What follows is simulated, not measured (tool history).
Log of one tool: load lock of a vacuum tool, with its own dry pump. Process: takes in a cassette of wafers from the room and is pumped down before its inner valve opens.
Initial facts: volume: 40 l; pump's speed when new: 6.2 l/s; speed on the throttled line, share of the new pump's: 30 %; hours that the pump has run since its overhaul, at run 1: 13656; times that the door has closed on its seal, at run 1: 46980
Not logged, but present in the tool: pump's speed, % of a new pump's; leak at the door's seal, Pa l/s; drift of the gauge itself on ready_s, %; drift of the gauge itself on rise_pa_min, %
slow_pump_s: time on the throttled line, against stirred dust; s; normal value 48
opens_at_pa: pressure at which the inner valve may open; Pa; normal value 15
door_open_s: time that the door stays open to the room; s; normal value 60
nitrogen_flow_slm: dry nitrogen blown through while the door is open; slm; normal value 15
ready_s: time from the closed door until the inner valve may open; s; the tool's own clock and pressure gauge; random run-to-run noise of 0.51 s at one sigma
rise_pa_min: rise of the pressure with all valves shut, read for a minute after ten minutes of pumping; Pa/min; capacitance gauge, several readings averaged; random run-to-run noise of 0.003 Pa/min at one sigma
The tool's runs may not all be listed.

| run | day | slow_pump_s | opens_at_pa | door_open_s | nitrogen_flow_slm | hours that the pump has run since its overhaul | times that the door has closed on its seal | incoming humidity of the room's air, % | ready_s | rise_pa_min |
|---|---|---|---|---|---|---|---|---|---|---|
| 1 | 0.000 | 48 | 15 | 60 | 15 | 13656 | 46980 | 42.7 | 92.1 | 0.025 |
|  | 2.250 | dry pump taken out, an overhauled one fitted |
| 2 | 19.000 | 48 | 15 | 60 | 15 | 402 | 48528 | 45.3 | 91.1 | 0.025 |
| 3 | 29.725 | 48 | 15 | 60 | 15 | 659 | 49414 | 46.5 | 90.7 | 0.026 |
| 4 | 44.258 | 48 | 15 | 60 | 15 | 1008 | 50614 | 46.6 | 91.4 | 0.020 |
|  | 60.475 | door's seal changed, seat wiped |
| 5 | 63.579 | 48 | 15 | 60 | 15 | 1470 | 257 | 49.2 | 91.7 | 0.018 |
| 6 | 80.792 | 48 | 18 | 60 | 15 | 1884 | 1678 | 42.7 | 90.2 | 0.030 |
| 7 | 96.412 | 48 | 15 | 60 | 15 | 2258 | 2968 | 45.1 | 91.2 | 0.019 |
| 8 | 112.571 | 48 | 15 | 60 | 15 | 2646 | 4302 | 45.4 | 90.8 | 0.025 |
| 9 | 123.533 | 48 | 15 | 60 | 15 | 2909 | 5207 | 47.3 | 91.7 | 0.018 |
| 10 | 135.388 | 48 | 15 | 60 | 15 | 3194 | 6186 | 44.8 | 91.2 | 0.023 |
| 11 | 149.217 | 48 | 12 | 60 | 15 | 3526 | 7327 | 47.0 | 92.2 | 0.014 |
| 12 | 168.812 | 48 | 12 | 60 | 15 | 3996 | 8945 | 43.8 | 92.7 | 0.019 |
| 13 | 181.808 | 48 | 12 | 140 | 15 | 4308 | 10018 | 44.1 | 92.5 | 0.027 |
| 14 | 198.925 | 78 | 29 | 54 | 7 | 4719 | 11432 | 45.4 | 107.6 | 0.030 |
| 15 | 214.800 | 48 | 11 | 74 | 15 | 5100 | 12743 | 48.4 | 92.8 | 0.023 |
| 16 | 226.158 | 48 | 11 | 74 | 15 | 5372 | 13681 | 41.7 | 93.3 | 0.023 |
| 17 | 236.996 | 48 | 11 | 74 | 13 | 5632 | 14575 | 50.9 | 93.4 | 0.030 |
| 18 | 254.796 | 48 | 11 | 74 | 13 | 6060 | 16045 | 42.8 | 92.9 | 0.027 |
| 19 | 273.888 | 40 | 18 | 74 | 32 | 6518 | 17621 | 48.6 | 84.4 | 0.022 |
| 20 | 294.225 | 40 | 18 | 74 | 32 | 7006 | 19301 | 46.2 | 84.2 | 0.019 |
| 21 | 309.621 | 48 | 15 | 60 | 5 | 7375 | 20572 | 43.6 | 91.4 | 0.032 |
| 22 | 321.204 | 48 | 15 | 43 | 15 | 7653 | 21528 | 43.7 | 91.0 | 0.018 |
| 23 | 330.125 | 48 | 18 | 43 | 31 | 7868 | 22265 | 46.2 | 90.2 | 0.017 |
| 24 | 346.988 | 48 | 15 | 71 | 15 | 8272 | 23657 | 41.9 | 91.7 | 0.027 |

Consider 4 possible next runs. They are alternatives, not a sequence: every one starts from the tool as it was left by run 24. What does each give?
| A | 362.100 | 48 | 15 | 35 | 15 | 8635 | 24905 | 44.6 | ? | ? |
| B | 362.100 | 48 | 24 | 60 | 16 | 8635 | 24905 | 43.6 | ? | ? |
| C | 362.100 | 48 | 15 | 169 | 22 | 8635 | 24905 | 44.0 | ? | ? |
| D | 362.100 | 48 | 12 | 98 | 15 | 8635 | 24905 | 48.2 | ? | ? |

| run | ready_s | rise_pa_min |
|---|---|---|
| A | 92.0 | 0.017 |
| B | 87.8 | 0.018 |
| C | 91.3 | 0.032 |
| D | 92.2 | 0.027 |
The same runs, with their run-to-run variation unchanged, on a tool lacking any hidden condition would have given:
| run | ready_s | rise_pa_min |
|---|---|---|
| A | 91.9 | 0.016 |
| B | 87.8 | 0.017 |
| C | 91.2 | 0.031 |
| D | 92.2 | 0.026 |
